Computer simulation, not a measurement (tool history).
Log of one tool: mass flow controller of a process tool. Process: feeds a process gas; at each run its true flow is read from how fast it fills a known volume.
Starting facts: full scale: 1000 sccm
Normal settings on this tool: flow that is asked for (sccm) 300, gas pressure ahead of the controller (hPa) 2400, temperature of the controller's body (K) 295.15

run    hour  flow that is asked for (sccm)  gas pressure ahead of the controller (hPa)  temperature of the controller's body (K)  true flow (%)
  1       0                            300                                        2400                                    295.15          98.73
  2   442.3                            300                                        2400                                    295.15          98.71
  3   923.1                            300                                        2400                                    295.15          98.68
  4  1241.6                            300                                        2400                                    295.15          98.72
  5  1459.9                            300                                        2400                                    295.15          98.71
  6    1911                            300                                        2400                                    295.15          98.63
  7  2416.6                            300                                        2400                                    295.15          98.65
  8  2679.5                            288                                        2400                                    295.15          98.51
     2826.7  -- controller's zero set anew
  9  3145.5                            300                                        2730                                    295.15         100.13
 10  3526.7                            300                                        2730                                    295.15         100.13
 11  3880.3                            300                                        2730                                    295.15         100.14
 12  4369.8                            302                                        1650                                    294.15           99.9
 13  4671.6                            585                                        1650                                    309.15         101.35
 14  4916.4                            858                                        2200                                    303.15         101.34
 15  5300.8                            105                                        1580                                    295.15          98.86
 16  5628.9                            597                                        1430                                    295.15         100.46
 17  6066.8                            228                                        2230                                    294.15          99.62
 18  6295.9                            228                                        2230                                    294.15           99.6
 19    6717                            366                                        1450                                    296.15         100.07
 20  7186.2                            520                                        2340                                    301.15         100.79
 21    7611                            520                                        2340                                    301.15         100.84

Table of differences, measured result less the result of that run with no hidden state. Run-to-run variation is the same in both. Gauge scatter possibly is not:
The hidden state here: flow at rest that the sensor doesn't see, % of full scale; true flow over the shown one, %; drift of the gauge itself on true_pct, %.
run  true flow (%)
  1           -0.4
  2          -0.42
  3          -0.43
  4          -0.45
  5          -0.45
  6          -0.48
  7           -0.5
  8          -0.58
  9          +0.97
 10          +0.95
 11          +0.94
 12          +0.92
 13           +1.1
 14          +1.18
 15          -0.01
 16          +1.14
 17          +0.66
 18          +0.64
 19          +0.94
 20          +1.11
 21          +1.12
